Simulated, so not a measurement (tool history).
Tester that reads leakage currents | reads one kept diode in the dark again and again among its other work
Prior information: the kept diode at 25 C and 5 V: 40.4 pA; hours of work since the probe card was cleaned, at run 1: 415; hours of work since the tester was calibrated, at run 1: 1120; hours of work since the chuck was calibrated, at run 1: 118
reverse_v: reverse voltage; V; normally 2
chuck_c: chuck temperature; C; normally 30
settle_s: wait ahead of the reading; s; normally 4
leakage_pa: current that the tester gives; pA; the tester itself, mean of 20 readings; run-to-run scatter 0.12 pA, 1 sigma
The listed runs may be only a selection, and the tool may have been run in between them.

run,day,reverse_v,chuck_c,settle_s,hours of work since the probe card was cleaned,hours of work since the tester was calibrated,hours of work since the chuck was calibrated,leakage_pa
1,0,2,30,4,415,1120,118,37.04
2,2.858,2,30,4,451,1156,154,36.87
3,6.479,2,30,4,497,1202,200,36.83
4,9.558,2,30,4,536,1241,239,36.86
5,12.208,2,30,4,569,1274,273,36.66
6,15.833,10.1,30,4,615,1320,319,94.12
7,17.654,1.7,30,4,638,1343,342,33.41
8,19.688,2,23,4,664,1369,367,20.92
9,22.475,2,23,4,699,1404,403,20.99
10,26.158,2,23,4,746,1451,449,20.6
11,28.592,2,30,1.22,777,1482,480,36.68
12,32.238,2,30,1.22,823,1528,526,36.57
13,35.296,2,30,1.22,862,1567,565,36.65
14,36.929,2,54,4,883,1587,586,213
15,38.421,2,51,0.44,901,1606,605,174.05

What does the tool deliver on the next run?
16,40.883,1.89,32,3.75,933,1637,636,?

For run 16 the tool returned leakage_pa 41.16 pA.
The same run, on a tool lacking any hidden state, would have yielded leakage_pa 41.43 pA.
